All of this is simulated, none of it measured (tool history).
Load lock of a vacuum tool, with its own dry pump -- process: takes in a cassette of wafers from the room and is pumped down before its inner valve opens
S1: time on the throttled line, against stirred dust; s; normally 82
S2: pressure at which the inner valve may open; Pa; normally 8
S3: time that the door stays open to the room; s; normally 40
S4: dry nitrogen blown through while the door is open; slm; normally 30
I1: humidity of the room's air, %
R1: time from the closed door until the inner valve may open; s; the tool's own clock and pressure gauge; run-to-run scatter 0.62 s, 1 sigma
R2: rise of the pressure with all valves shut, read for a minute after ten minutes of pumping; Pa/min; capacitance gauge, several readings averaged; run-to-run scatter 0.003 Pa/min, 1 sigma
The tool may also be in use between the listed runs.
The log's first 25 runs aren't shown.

{"run": 26, "hour": 4609.8, "S1": 126, "S2": 8, "S3": 211, "S4": 6, "I1": 46.0, "R1": 194.4, "R2": 0.185}
{"run": 27, "hour": 4726.3, "S1": 126, "S2": 8, "S3": 211, "S4": 6, "I1": 40.7, "R1": 193.2, "R2": 0.183}
{"run": 28, "hour": 4876.3, "S1": 82, "S2": 13, "S3": 170, "S4": 30, "I1": 46.6, "R1": 151.1, "R2": 0.152}
{"run": 29, "hour": 5138.9, "S1": 82, "S2": 7, "S3": 47, "S4": 30, "I1": 44.1, "R1": 158.3, "R2": 0.142}
{"run": 30, "hour": 5366.2, "S1": 92, "S2": 8, "S3": 124, "S4": 35, "I1": 46.8, "R1": 165.9, "R2": 0.148}
{"run": 31, "hour": 5623.5, "S1": 157, "S2": 8, "S3": 40, "S4": 30, "I1": 45.9, "R1": 221.3, "R2": 0.148}
{"run": 32, "hour": 5765.6, "S1": 82, "S2": 14, "S3": 85, "S4": 21, "I1": 43.5, "R1": 152.3, "R2": 0.158}
{"run": 33, "hour": 5895.8, "S1": 82, "S2": 13, "S3": 36, "S4": 36, "I1": 46.8, "R1": 152.8, "R2": 0.148}
{"run": 34, "hour": 6027.3, "S1": 155, "S2": 9, "S3": 30, "S4": 6, "I1": 46.6, "R1": 218.5, "R2": 0.17}
{"run": 35, "hour": 6179.4, "S1": 155, "S2": 9, "S3": 30, "S4": 6, "I1": 44.3, "R1": 218.8, "R2": 0.174}

Predict each of these 5 candidate next runs independently; none follows another, all start after run 35:
{"run": "A", "hour": 6297.5, "S1": 82, "S2": 8, "S3": 40, "S4": 30, "I1": 43.4, "R1": "?", "R2": "?"}
{"run": "B", "hour": 6297.5, "S1": 155, "S2": 11, "S3": 30, "S4": 6, "I1": 47.2, "R1": "?", "R2": "?"}
{"run": "C", "hour": 6297.5, "S1": 123, "S2": 9, "S3": 30, "S4": 29, "I1": 46.7, "R1": "?", "R2": "?"}
{"run": "D", "hour": 6297.5, "S1": 120, "S2": 9, "S3": 30, "S4": 10, "I1": 46.8, "R1": "?", "R2": "?"}
{"run": "E", "hour": 6297.5, "S1": 155, "S2": 14, "S3": 30, "S4": 6, "I1": 42.3, "R1": "?", "R2": "?"}

run=A R1=158.0 R2=0.163
run=B R1=217.7 R2=0.169
run=C R1=191.2 R2=0.162
run=D R1=189.4 R2=0.169
run=E R1=216.0 R2=0.173
Stripped of hidden state, with their random variation kept, the same runs would have yielded:
run=A R1=149.9 R2=0.019
run=B R1=211.0 R2=0.025
run=C R1=183.9 R2=0.015
run=D R1=182.1 R2=0.021
run=E R1=209.5 R2=0.028
